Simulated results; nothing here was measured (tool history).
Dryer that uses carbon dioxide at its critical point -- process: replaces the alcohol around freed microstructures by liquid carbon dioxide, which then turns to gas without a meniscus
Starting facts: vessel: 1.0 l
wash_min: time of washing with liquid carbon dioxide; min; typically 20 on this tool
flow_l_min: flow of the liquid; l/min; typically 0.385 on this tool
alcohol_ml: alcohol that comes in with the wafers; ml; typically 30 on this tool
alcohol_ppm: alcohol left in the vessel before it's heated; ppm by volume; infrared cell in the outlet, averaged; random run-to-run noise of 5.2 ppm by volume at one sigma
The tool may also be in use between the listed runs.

run,day,wash_min,flow_l_min,alcohol_ml,alcohol_ppm
1,0.000,20,0.385,30,175
2,0.462,19,0.385,30,221
3,0.892,20,0.385,26,158
4,1.554,20,0.385,26,166
5,2.008,20,0.385,26,165
6,2.604,20,0.385,26,161
7,3.221,20,0.385,30,185
8,3.771,21,0.320,30,312
9,4.350,21,0.320,30,310
10,4.821,15,0.274,94,5087
11,5.188,15,0.274,94,5152
12,5.825,20,0.385,41,252
13,6.192,20,0.385,41,257
14,6.775,20,0.385,41,254

Measured result minus the same run's result without the hidden state. Both carry the same run-to-run variation, though not necessarily the same gauge scatter:
The hidden state here: flow that reaches the vessel past the clogged filter, %; alcohol in the recycled carbon dioxide, ppm; drift of the gauge itself on alcohol_ppm, %.
run,alcohol_ppm
1,+65
2,+76
3,+68
4,+70
5,+70
6,+75
7,+78
8,+104
9,+106
10,+774
11,+793
12,+104
13,+108
14,+108
